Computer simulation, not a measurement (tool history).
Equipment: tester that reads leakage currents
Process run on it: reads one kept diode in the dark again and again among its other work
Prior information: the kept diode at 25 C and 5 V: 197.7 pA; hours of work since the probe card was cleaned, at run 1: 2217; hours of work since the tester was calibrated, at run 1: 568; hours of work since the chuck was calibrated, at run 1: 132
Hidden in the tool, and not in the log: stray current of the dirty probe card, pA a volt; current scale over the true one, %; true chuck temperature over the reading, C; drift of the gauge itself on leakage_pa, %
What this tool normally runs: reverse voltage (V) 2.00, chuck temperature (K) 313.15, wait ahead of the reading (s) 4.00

run    hour  reverse voltage (V)  chuck temperature (K)  wait ahead of the reading (s)  hours of work since the probe card was cleaned  hours of work since the tester was calibrated  hours of work since the chuck was calibrated  current that the tester gives (pA)
  1     0.0                 2.00                 313.15                           4.00                                            2217                                            568                                           132                              507.42
  2    24.9                 2.00                 309.15                           4.00                                            2234                                            585                                           149                              367.42
  3    72.7                 2.00                 309.15                           4.00                                            2266                                            617                                           181                              371.25
  4    95.0                 2.00                 309.15                           4.00                                            2281                                            632                                           196                              369.14
  5   135.0                 2.00                 309.15                           4.00                                            2308                                            659                                           223                              368.80
  6   166.3                 2.00                 309.15                           4.00                                            2330                                            680                                           245                              368.40
  7   212.0                 2.00                 309.15                           4.00                                            2361                                            711                                           276                              369.70
  8   245.1                 2.00                 299.15                           4.00                                            2383                                            734                                           298                              159.56
  9   286.1                 5.95                 313.15                           4.00                                            2411                                            761                                           326                              725.90
 10   325.7                 2.00                 313.15                           4.00                                            2438                                            788                                           353                              508.48
 11   369.0                 2.00                 313.15                           4.00                                            2467                                            817                                           382                              506.14
 12   401.2                 7.90                 313.15                           4.00                                            2489                                            839                                           404                              799.81
 13   434.2                 2.00                 296.15                           4.00                                            2511                                            862                                           426                              121.61
 14   459.7                 2.00                 313.15                           4.00                                            2528                                            879                                           443                              509.49
 15   502.2                 2.00                 313.15                           3.68                                            2557                                            908                                           472                              507.16
 16   546.2                 2.00                 313.15                           3.68                                            2587                                            937                                           502                              507.98
 17   574.6                 2.00                 298.15                           4.00                                            2606                                            957                                           521                              146.11
 18   610.5                 2.37                 303.15                           3.43                                            2630                                            981                                           545                              238.83
 19   653.0                 2.37                 297.15                           3.43                                            2659                                           1010                                           574                              141.55
 20   695.5                13.80                 300.15                           0.31                                            2688                                           1039                                           603                              339.86
 21   724.7                13.80                 300.15                           0.31                                            2708                                           1058                                           623                              341.21
 22   769.2                17.24                 333.15                           7.61                                            2738                                           1088                                           653                             4598.68
 23   817.4                17.24                 333.15                           7.61                                            2770                                           1121                                           685                             4587.35
 24   846.9                 5.76                 312.15                           4.00                                            2790                                           1141                                           705                              663.47
 25   872.5                 2.10                 313.15                           4.00                                            2808                                           1158                                           723                              517.06
 26   896.5                 1.62                 313.15                           7.68                                            2824                                           1175                                           739                              473.61
 27   924.7                 2.00                 326.15                           4.00                                            2843                                           1194                                           758                             1359.84
 28   970.3                 2.00                 326.15                           4.00                                            2874                                           1225                                           789                             1365.41
 29  1011.5                 2.00                 326.15                           4.00                                            2902                                           1252                                           817                             1361.47
 30  1033.8                 3.52                 325.15                           4.00                                            2917                                           1268                                           832                             1538.30
 31  1059.8                 2.83                 301.15                           2.48                                            2935                                           1285                                           850                              213.82

Forecast run 32:
 32  1090.9                 2.83                 320.15                           2.84                                            2956                                           1306                                           871                                   ?

{"run 32": {"current that the tester gives (pA)": 975.4}}
Were there no unlogged condition in the tool, this run, its random variation unchanged, would have produced current that the tester gives (pA) 976.56.

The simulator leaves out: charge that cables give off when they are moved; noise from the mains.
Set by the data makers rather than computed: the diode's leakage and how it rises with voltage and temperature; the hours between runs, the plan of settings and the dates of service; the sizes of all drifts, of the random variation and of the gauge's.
